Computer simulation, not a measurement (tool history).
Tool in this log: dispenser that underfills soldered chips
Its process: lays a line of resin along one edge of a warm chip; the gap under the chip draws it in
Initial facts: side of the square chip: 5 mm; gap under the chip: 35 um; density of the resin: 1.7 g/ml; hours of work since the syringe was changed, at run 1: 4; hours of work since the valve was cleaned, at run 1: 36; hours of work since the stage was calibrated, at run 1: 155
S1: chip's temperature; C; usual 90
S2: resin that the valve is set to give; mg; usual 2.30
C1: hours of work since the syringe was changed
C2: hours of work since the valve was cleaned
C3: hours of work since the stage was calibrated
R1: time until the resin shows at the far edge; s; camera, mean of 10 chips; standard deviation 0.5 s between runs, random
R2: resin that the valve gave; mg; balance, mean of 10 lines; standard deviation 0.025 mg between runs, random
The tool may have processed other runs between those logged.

run,hour,S1,S2,C1,C2,C3,R1,R2
1,0.0,90,2.30,4,36,155,52.5,2.26
2,9.3,90,2.16,11,43,162,81.4,2.12
# hour 10.4: new syringe of resin
3,24.4,90,2.16,10,54,173,79.1,2.12
# hour 26.5: new syringe of resin
4,36.3,82,2.16,7,62,181,94.8,2.05
# hour 43.0: new syringe of resin
5,45.4,82,2.16,2,69,188,67.1,2.10
6,52.5,82,2.16,7,74,193,93.2,2.04
# hour 59.7: new syringe of resin
7,61.6,82,2.16,1,80,200,68.2,2.05
8,73.0,78,2.30,10,89,208,137.9,2.18
# hour 76.1: new syringe of resin
9,88.3,81,2.61,9,100,219,105.7,2.47
# hour 92.8: new syringe of resin
10,98.7,82,2.30,4,107,226,79.0,2.14
11,105.7,82,2.30,10,112,232,109.2,2.12

What if the next run were any one of these 5? Each begins from the tool's condition after run 11:
# hour 109.0: new syringe of resin
# hour 117.9: dispensing valve cleaned and set on the balance
A,120.4,91,2.58,8,2,241,?,?
# hour 109.0: new syringe of resin
# hour 117.9: dispensing valve cleaned and set on the balance
B,120.4,87,2.30,8,2,241,?,?
# hour 109.0: new syringe of resin
# hour 117.9: dispensing valve cleaned and set on the balance
C,120.4,78,2.07,8,2,241,?,?
# hour 109.0: new syringe of resin
# hour 117.9: dispensing valve cleaned and set on the balance
D,120.4,83,2.74,8,2,241,?,?
# hour 109.0: new syringe of resin
# hour 117.9: dispensing valve cleaned and set on the balance
E,120.4,91,2.30,8,2,241,?,?

run,R1,R2
A,64.6,2.56
B,77.6,2.27
C,121.7,2.04
D,92.5,2.66
E,65.0,2.27
What these runs would have given with no unlogged condition in the tool:
run,R1,R2
A,37.2,2.58
B,44.7,2.28
C,69.8,2.05
D,53.1,2.68
E,37.2,2.28

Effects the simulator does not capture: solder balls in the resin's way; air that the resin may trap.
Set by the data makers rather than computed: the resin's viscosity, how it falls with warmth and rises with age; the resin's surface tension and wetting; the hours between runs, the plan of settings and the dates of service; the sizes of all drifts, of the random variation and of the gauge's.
